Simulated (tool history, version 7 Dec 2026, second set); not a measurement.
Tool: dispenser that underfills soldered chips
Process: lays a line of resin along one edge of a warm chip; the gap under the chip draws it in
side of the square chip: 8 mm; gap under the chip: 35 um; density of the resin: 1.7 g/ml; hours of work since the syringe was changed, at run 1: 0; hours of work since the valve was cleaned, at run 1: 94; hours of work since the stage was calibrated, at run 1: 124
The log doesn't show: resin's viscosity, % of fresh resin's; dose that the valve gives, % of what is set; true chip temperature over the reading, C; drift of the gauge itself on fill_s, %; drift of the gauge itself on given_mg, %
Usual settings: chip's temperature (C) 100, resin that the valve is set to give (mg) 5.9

run	hour	chip's temperature (C)	resin that the valve is set to give (mg)	hours of work since the syringe was changed	hours of work since the valve was cleaned	hours of work since the stage was calibrated	time until the resin shows at the far edge (s)	resin that the valve gave (mg)
1	0	100	5.9	0	94	124	102.8	5.57
2	5.7	100	5.9	5	99	129	144.1	5.45
# hour 8.2: new syringe of resin
3	12.7	100	5.9	3	104	134	133.9	5.49
# hour 17.2: new syringe of resin
4	18.8	102	5.9	1	108	138	103.7	5.44
# hour 25.6: new syringe of resin
5	28.9	102	5.9	2	115	145	114	5.46
# hour 34.4: new syringe of resin
6	35.7	100	5.9	1	120	150	109.2	5.38
# hour 43.2: new syringe of resin
7	43.7	100	5.61	0	126	156	107	5.08
# hour 52.1: new syringe of resin
8	56.4	89	5.61	3	135	165	186.9	5.05
# hour 61: new syringe of resin
9	67	100	5.9	4	143	173	144.7	5.41
# hour 69.7: new syringe of resin
# hour 70.7: dispensing valve cleaned and set on the balance
10	76.3	100	6.78	4	4	179	134.1	6.69
# hour 79.3: new syringe of resin
11	83.4	114	5.9	3	9	184	84.4	5.88
# hour 88.4: new syringe of resin
12	93	114	5.1	3	16	191	90.6	5.02
# hour 97.2: new syringe of resin
# hour 105.3: new syringe of resin
13	106	114	5.1	1	26	201	71.3	4.95
# hour 113.9: new syringe of resin
14	114.2	106	5.64	0	32	206	87.5	5.59
15	120.7	102	5.87	5	36	211	141	5.73
# hour 122: new syringe of resin
16	128.2	96	5.42	5	42	217	163.1	5.22
# hour 130.6: new syringe of resin
17	135.1	86	7.45	3	47	222	195	7.19
# hour 138.9: new syringe of resin
18	146.3	100	6.19	6	55	230	149.1	6
# hour 147.7: new syringe of resin
19	151.9	100	6.19	3	59	234	124.6	5.99
# hour 156.3: new syringe of resin
20	161.4	100	6.19	4	66	241	132.5	5.99
# hour 164.8: new syringe of resin
21	166.7	100	6.19	1	70	244	108.6	5.88
# hour 173.3: new syringe of resin
22	173.8	100	6.01	0	75	250	102.1	5.83
# hour 181.6: new syringe of resin
23	183.5	100	6.01	1	82	257	110.3	5.67
# hour 190.1: new syringe of resin
24	190.2	100	6.01	0	87	261	99.7	5.65
# hour 198.3: new syringe of resin
25	200.1	92	5.55	1	94	269	143.8	5.15

Some steps in time until the resin shows at the far edge (s) between neighbouring runs. How much of each would the tool show without its hidden state too (settings, what came in, random variation), and how much is left for the hidden state, with any gauge scatter that isn't in both results?
Run 1 -> 2: no setting changed, nothing entered. time until the resin shows at the far edge (s) +41.3: hidden state +40.1, all else +1.2.
Run 7 -> 8: chip's temperature (C) 100 -> 89, new syringe of resin. time until the resin shows at the far edge (s) +79.9: hidden state +37.8, all else +42.1.
Run 14 -> 15: chip's temperature (C) 106 -> 102, resin that the valve is set to give (mg) 5.64 -> 5.87. time until the resin shows at the far edge (s) +53.5: hidden state +43.7, all else +9.8.
